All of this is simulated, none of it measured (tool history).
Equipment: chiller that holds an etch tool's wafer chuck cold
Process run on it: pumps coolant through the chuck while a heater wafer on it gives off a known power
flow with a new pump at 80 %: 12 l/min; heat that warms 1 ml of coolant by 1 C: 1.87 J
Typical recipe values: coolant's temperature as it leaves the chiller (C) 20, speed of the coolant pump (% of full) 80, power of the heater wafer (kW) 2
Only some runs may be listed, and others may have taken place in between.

run	hour	coolant's temperature as it leaves the chiller (C)	speed of the coolant pump (% of full)	power of the heater wafer (kW)	chuck's temperature once it has settled (K)	how much warmer the coolant comes back (C)
1	0	20	80	2	318.75	5.41
2	25.9	20	80	2	318.85	5.34
3	57.6	20	80	2	318.95	5.39
4	83	20	80	2	318.95	5.35
5	103.5	20	80	2	318.75	5.38
6	121.5	20	80	2	318.85	5.37
7	149.4	20	80	2	318.85	5.39
8	178.3	20	80	2	319.05	5.3
9	204.5	10	80	1.06	296.75	2.82
10	227	10	80	1.06	296.85	2.84
11	241.5	23	79	1.06	309.95	2.86
12	257.9	23	79	1.06	309.85	2.89
13	274.6	23	79	1.06	310.15	2.81
14	306.3	12	79	1.864	309.65	5.08
15	319.7	22	90	1.156	308.85	2.71
16	348.6	22	100	2	316.85	4.21

3 ways to go on from here, each from the tool as it stands after run 16. What would each give?
A	380.6	21	70	1.257	?	?
B	380.6	20	67	1.043	?	?
C	380.6	22	88	2	?	?

run	chuck's temperature once it has settled (K)	how much warmer the coolant comes back (C)
A	312.15	3.91
B	308.55	3.39
C	319.35	4.78
Had the tool no hidden state, the same runs would have come out as:
run	chuck's temperature once it has settled (K)	how much warmer the coolant comes back (C)
A	311.45	3.89
B	307.95	3.38
C	318.25	4.76
